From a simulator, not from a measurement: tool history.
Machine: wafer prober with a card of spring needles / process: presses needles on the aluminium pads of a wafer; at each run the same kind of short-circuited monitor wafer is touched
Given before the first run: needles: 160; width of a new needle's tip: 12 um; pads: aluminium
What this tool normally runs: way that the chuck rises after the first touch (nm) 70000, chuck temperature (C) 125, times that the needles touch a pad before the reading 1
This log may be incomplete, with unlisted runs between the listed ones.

| run | day | way that the chuck rises after the first touch (nm) | chuck temperature (C) | times that the needles touch a pad before the reading | resistance of one needle with its contact and lead (mohm) | way that a needle slides on the pad (nm) |
|---|---|---|---|---|---|---|
| 1 | 0.000 | 70000 | 125 | 1 | 209 | 11230 |
| 2 | 2.842 | 70000 | 125 | 1 | 204 | 11180 |
| 3 | 5.400 | 70000 | 125 | 1 | 206 | 11180 |
| 4 | 7.850 | 70000 | 125 | 1 | 204 | 11190 |
| 5 | 9.492 | 70000 | 125 | 1 | 202 | 11180 |
| 6 | 10.871 | 70000 | 125 | 1 | 205 | 11190 |
| 7 | 13.129 | 70000 | 125 | 1 | 207 | 11150 |
| 8 | 15.058 | 63000 | 125 | 1 | 208 | 10050 |
| 9 | 16.438 | 63000 | 125 | 1 | 211 | 9950 |
| 10 | 18.917 | 86000 | 30 | 2 | 188 | 13700 |
| 11 | 20.871 | 78000 | 40 | 1 | 189 | 12410 |
| 12 | 22.858 | 78000 | 40 | 1 | 186 | 12420 |
| 13 | 25.671 | 78000 | 40 | 1 | 188 | 12350 |
| 14 | 27.138 | 78000 | 40 | 1 | 188 | 12340 |

Missing from the log above: 47 entries noted between runs. For each, name the pair of listed runs it sits between and say how the tool's hidden condition differs from the listed run just before to the listed run just after:
Run 1 -> run 2: tips cleaned on abrasive film (day 0.417); tips cleaned on abrasive film (day 1.104); tips cleaned on abrasive film (day 1.796); height of the first contact set anew (day 2.338); tips cleaned on abrasive film (day 2.479)
  debris on the tips, nm: 1 -> 1.2; way that the needles fall short of the set height, um: 0.01 -> 0; drift of the gauge itself on scrub_um, %: 0 -> -0.12
  difference, measured minus the result without the unlogged condition, way that a needle slides on the pad (nm): -10 -> -10
Run 2 -> run 3: tips cleaned on abrasive film (day 3.121); tips cleaned on abrasive film (day 3.675); tips cleaned on abrasive film (day 4.362); tips cleaned on abrasive film (day 5.054)
  way that the needles fall short of the set height, um: 0 -> 0.01; drift of the gauge itself on scrub_um, %: -0.12 -> -0.22
  difference, measured minus the result without the unlogged condition, way that a needle slides on the pad (nm): -10 -> -30
Run 3 -> run 4: tips cleaned on abrasive film (day 5.679); tips cleaned on abrasive film (day 6.354); tips cleaned on abrasive film (day 6.904); tips cleaned on abrasive film (day 7.579)
  debris on the tips, nm: 1.2 -> 1; drift of the gauge itself on scrub_um, %: -0.22 -> -0.32
  difference, measured minus the result without the unlogged condition, way that a needle slides on the pad (nm): -30 -> -40
Run 4 -> run 5: tips cleaned on abrasive film (day 8.267); height of the first contact set anew (day 8.417); tips cleaned on abrasive film (day 8.829); tips cleaned on abrasive film (day 9.492)
  debris on the tips, nm: 1 -> 0.1; way that the needles fall short of the set height, um: 0.01 -> 0; tips' diameter, um: 12.05 -> 12.06; drift of the gauge itself on scrub_um, %: -0.32 -> -0.39
  difference, measured minus the result without the unlogged condition, way that a needle slides on the pad (nm): -40 -> -50
Run 5 -> run 6: tips cleaned on abrasive film (day 10.050); tips cleaned on abrasive film (day 10.738)
  debris on the tips, nm: 0.1 -> 0.8; drift of the gauge itself on scrub_um, %: -0.39 -> -0.45
  difference, measured minus the result without the unlogged condition, way that a needle slides on the pad (nm): -50 -> -50
Run 6 -> run 7: tips cleaned on abrasive film (day 11.425); tips cleaned on abrasive film (day 11.975); tips cleaned on abrasive film (day 12.529); tips cleaned on abrasive film (day 13.079)
  debris on the tips, nm: 0.8 -> 0.4; way that the needles fall short of the set height, um: 0 -> 0.01; drift of the gauge itself on scrub_um, %: -0.45 -> -0.54
  difference, measured minus the result without the unlogged condition, way that a needle slides on the pad (nm): -50 -> -60
Run 7 -> run 8: tips cleaned on abrasive film (day 13.683); tips cleaned on abrasive film (day 14.367); height of the first contact set anew (day 14.517); tips cleaned on abrasive film (day 15.058)
  debris on the tips, nm: 0.4 -> 0.1; way that the needles fall short of the set height, um: 0.01 -> 0; drift of the gauge itself on scrub_um, %: -0.54 -> -0.62
  difference, measured minus the result without the unlogged condition, way that a needle slides on the pad (nm): -60 -> -60
Run 8 -> run 9: tips cleaned on abrasive film (day 15.742); tips cleaned on abrasive film (day 16.292)
  debris on the tips, nm: 0.1 -> 0.8; drift of the gauge itself on scrub_um, %: -0.62 -> -0.68
  difference, measured minus the result without the unlogged condition, way that a needle slides on the pad (nm): -60 -> -70
Run 9 -> run 10: tips cleaned on abrasive film (day 16.983); tips cleaned on abrasive film (day 17.671); tips cleaned on abrasive film (day 18.350); tips cleaned on abrasive film (day 18.917)
  debris on the tips, nm: 0.8 -> 0.1; way that the needles fall short of the set height, um: 0 -> 0.01; drift of the gauge itself on scrub_um, %: -0.68 -> -0.78
  difference, measured minus the result without the unlogged condition, way that a needle slides on the pad (nm): -70 -> -110
Run 10 -> run 11: tips cleaned on abrasive film (day 19.604); tips cleaned on abrasive film (day 20.292); height of the first contact set anew (day 20.579); tips cleaned on abrasive film (day 20.871)
  way that the needles fall short of the set height, um: 0.01 -> 0; drift of the gauge itself on scrub_um, %: -0.78 -> -0.86
  difference, measured minus the result without the unlogged condition, way that a needle slides on the pad (nm): -110 -> -110
Run 11 -> run 12: tips cleaned on abrasive film (day 21.425); tips cleaned on abrasive film (day 21.975); tips cleaned on abrasive film (day 22.667)
  debris on the tips, nm: 0.1 -> 1; drift of the gauge itself on scrub_um, %: -0.86 -> -0.94
  difference, measured minus the result without the unlogged condition, way that a needle slides on the pad (nm): -110 -> -120
Run 12 -> run 13: tips cleaned on abrasive film (day 23.275); tips cleaned on abrasive film (day 23.962); tips cleaned on abrasive film (day 24.642); tips cleaned on abrasive film (day 25.325)
  debris on the tips, nm: 1 -> 1.2; way that the needles fall short of the set height, um: 0 -> 0.01; drift of the gauge itself on scrub_um, %: -0.94 -> -1.06
  difference, measured minus the result without the unlogged condition, way that a needle slides on the pad (nm): -120 -> -140
Run 13 -> run 14: tips cleaned on abrasive film (day 25.950); tips cleaned on abrasive film (day 26.621); height of the first contact set anew (day 26.771)
  way that the needles fall short of the set height, um: 0.01 -> 0; tips' diameter, um: 12.06 -> 12.07; drift of the gauge itself on scrub_um, %: -1.06 -> -1.12
  difference, measured minus the result without the unlogged condition, way that a needle slides on the pad (nm): -140 -> -140
